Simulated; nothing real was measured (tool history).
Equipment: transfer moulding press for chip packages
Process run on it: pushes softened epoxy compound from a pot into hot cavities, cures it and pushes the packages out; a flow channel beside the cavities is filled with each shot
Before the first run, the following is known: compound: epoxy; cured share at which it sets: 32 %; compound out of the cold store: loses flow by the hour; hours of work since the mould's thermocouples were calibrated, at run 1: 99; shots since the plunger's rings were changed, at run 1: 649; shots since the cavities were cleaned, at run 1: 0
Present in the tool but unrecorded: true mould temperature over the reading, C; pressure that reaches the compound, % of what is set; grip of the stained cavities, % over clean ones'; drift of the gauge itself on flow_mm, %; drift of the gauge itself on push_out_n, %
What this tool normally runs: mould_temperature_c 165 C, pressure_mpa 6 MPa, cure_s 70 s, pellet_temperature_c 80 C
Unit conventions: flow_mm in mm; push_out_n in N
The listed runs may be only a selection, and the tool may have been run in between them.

run	hour	mould_temperature_c	pressure_mpa	cure_s	pellet_temperature_c	hours of work since the mould's thermocouples were calibrated	shots since the plunger's rings were changed	shots since the cavities were cleaned	incoming compound's hours out of the cold store	flow_mm	push_out_n
1	0	165	6	70	80	99	649	0	33.6	792	546
2	11.9	165	5.82	70	80	106	833	184	46.5	724	655
3	21	165	5.82	70	80	112	976	327	33.1	777	740
# hour 31.5: cavities cleaned with cleaning compound and waxed
4	33.2	165	5.82	70	80	118	1141	27	32	784	557
5	46.1	165	5.82	70	80	125	1340	226	26.9	809	732
# hour 63.1: cavities cleaned with cleaning compound and waxed
6	63.9	165	5.82	70	80	134	1593	12	16	851	571
7	85.2	165	5.82	70	80	147	1923	342	41	736	735
# hour 94.3: cavities cleaned with cleaning compound and waxed
8	106.7	165	5.82	70	80	158	2234	193	12.8	855	716
9	117.1	165	5.82	70	80	164	2395	354	44.1	723	760
# hour 126.6: cavities cleaned with cleaning compound and waxed
10	137.4	165	5.82	70	80	175	2686	167	25.7	790	672
11	147.3	165	5.82	70	80	180	2839	320	46.5	704	710
# hour 157.9: cavities cleaned with cleaning compound and waxed
12	159.6	165	5.82	70	80	187	3006	26	20.1	815	577
13	173.8	165	7.12	70	80	195	3227	247	15.3	916	768
14	186.3	165	6	70	80	202	3422	442	45.1	711	808
# hour 188.9: cavities cleaned with cleaning compound and waxed
# hour 194.6: plunger's sealing rings changed
15	205.6	165	6	70	80	211	170	220	35.7	792	696
# hour 223.1: cavities cleaned with cleaning compound and waxed
16	224.1	165	6	70	80	220	433	15	46	752	530
17	246.6	158	7.39	84	80	233	782	364	12.7	1026	932
# hour 254: cavities cleaned with cleaning compound and waxed
18	261	158	7.39	84	80	241	983	110	9.7	1038	765
19	280.6	168	5.6	56	70	252	1286	413	40.5	731	1172
# hour 285.7: cavities cleaned with cleaning compound and waxed
20	292.5	169	6	70	79	258	1448	106	33.8	766	517
21	311.6	165	6.37	89	80	269	1744	402	40.7	776	643

Run 22 comes next. What will it give?
# hour 316.5: cavities cleaned with cleaning compound and waxed
22	332.1	165	6.37	89	80	280	2037	241	20.1	?	?

Run 22 measured flow_mm 865 mm, push_out_n 570 N.
With the hidden condition absent and the run-to-run variation left alone, this run would have shown flow_mm 890 mm, push_out_n 408 N.
